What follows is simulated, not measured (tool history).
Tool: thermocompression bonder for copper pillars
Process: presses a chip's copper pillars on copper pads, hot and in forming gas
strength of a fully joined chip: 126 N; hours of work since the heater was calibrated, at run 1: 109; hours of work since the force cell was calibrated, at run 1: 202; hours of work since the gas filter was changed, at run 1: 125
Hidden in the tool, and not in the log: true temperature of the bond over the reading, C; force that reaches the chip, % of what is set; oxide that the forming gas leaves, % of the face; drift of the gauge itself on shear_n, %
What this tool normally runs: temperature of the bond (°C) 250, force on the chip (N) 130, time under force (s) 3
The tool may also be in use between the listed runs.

| run | hour | temperature of the bond (°C) | force on the chip (N) | time under force (s) | hours of work since the heater was calibrated | hours of work since the force cell was calibrated | hours of work since the gas filter was changed | force that shears a chip off (N) |
|---|---|---|---|---|---|---|---|---|
| 1 | 0.0 | 250 | 130 | 3 | 109 | 202 | 125 | 60.2 |
| 2 | 7.0 | 250 | 130 | 3 | 114 | 206 | 129 | 59.4 |
| 3 | 14.2 | 250 | 130 | 3 | 118 | 211 | 134 | 58.5 |
| 4 | 21.8 | 250 | 81 | 3 | 123 | 216 | 139 | 44.7 |
| 5 | 25.9 | 250 | 81 | 3 | 126 | 218 | 141 | 45.4 |
| 6 | 31.4 | 250 | 81 | 3 | 129 | 222 | 145 | 43.9 |
| 7 | 39.4 | 250 | 130 | 3 | 134 | 227 | 150 | 59.6 |
| 8 | 45.6 | 250 | 130 | 3 | 138 | 231 | 154 | 59.5 |
| 9 | 51.6 | 250 | 130 | 3 | 142 | 235 | 158 | 58.9 |
| 10 | 60.7 | 250 | 86 | 3 | 148 | 240 | 163 | 45.3 |
| 11 | 68.9 | 250 | 86 | 3 | 153 | 246 | 169 | 46.4 |
| 12 | 75.5 | 250 | 86 | 3 | 157 | 250 | 173 | 45.0 |
| 13 | 83.1 | 250 | 130 | 3 | 162 | 255 | 178 | 59.0 |
| 14 | 90.5 | 250 | 130 | 3 | 167 | 259 | 182 | 59.0 |
| 15 | 95.9 | 250 | 130 | 3 | 170 | 263 | 186 | 58.8 |
| 16 | 104.6 | 250 | 191 | 3 | 176 | 268 | 191 | 74.0 |
| 17 | 111.4 | 250 | 191 | 3 | 180 | 273 | 196 | 72.3 |
| 18 | 117.4 | 277 | 130 | 3 | 184 | 277 | 199 | 77.9 |
| 19 | 123.5 | 254 | 130 | 3 | 188 | 280 | 203 | 60.4 |
| 20 | 129.5 | 254 | 130 | 3 | 192 | 284 | 207 | 62.9 |
|  | 132.2 | heater calibrated with a thermocouple chip |
| 21 | 137.8 | 236 | 94 | 5 | 4 | 288 | 211 | 48.6 |
| 22 | 143.2 | 236 | 94 | 5 | 7 | 292 | 214 | 49.4 |
|  | 147.3 | heater calibrated with a thermocouple chip, once more |
| 23 | 152.9 | 253 | 94 | 7 | 4 | 297 | 219 | 66.9 |
| 24 | 159.5 | 253 | 94 | 7 | 8 | 301 | 224 | 66.7 |
| 25 | 166.6 | 253 | 94 | 7 | 12 | 305 | 228 | 67.0 |
| 26 | 172.2 | 253 | 94 | 7 | 16 | 309 | 232 | 64.8 |
| 27 | 178.6 | 253 | 94 | 7 | 20 | 313 | 236 | 66.5 |
| 28 | 184.4 | 253 | 94 | 7 | 24 | 317 | 239 | 66.2 |
| 29 | 190.1 | 253 | 94 | 7 | 27 | 320 | 243 | 67.3 |
| 30 | 196.3 | 255 | 138 | 3 | 31 | 324 | 247 | 63.7 |
| 31 | 201.3 | 255 | 138 | 4 | 34 | 327 | 250 | 69.7 |
| 32 | 207.5 | 255 | 138 | 4 | 38 | 331 | 254 | 70.1 |
| 33 | 211.3 | 250 | 119 | 3 | 41 | 334 | 257 | 55.0 |
| 34 | 216.5 | 250 | 119 | 3 | 44 | 337 | 260 | 55.9 |
| 35 | 224.3 | 250 | 170 | 3 | 49 | 342 | 265 | 68.1 |
| 36 | 231.4 | 250 | 170 | 3 | 54 | 347 | 269 | 68.1 |
| 37 | 238.3 | 238 | 179 | 3 | 58 | 351 | 274 | 61.1 |

Alternative continuations, all from the tool just after run 37; predict every row:
| A | 243.8 | 250 | 130 | 3 | 61 | 354 | 277 | ? |
| B | 243.8 | 250 | 90 | 3 | 61 | 354 | 277 | ? |
| C | 243.8 | 258 | 112 | 3 | 61 | 354 | 277 | ? |

| run | force that shears a chip off (N) |
|---|---|
| A | 57.4 |
| B | 46.0 |
| C | 56.9 |
The same runs, with their run-to-run variation unchanged, on a tool lacking any hidden condition would have given:
| run | force that shears a chip off (N) |
|---|---|
| A | 60.2 |
| B | 48.1 |
| C | 59.7 |
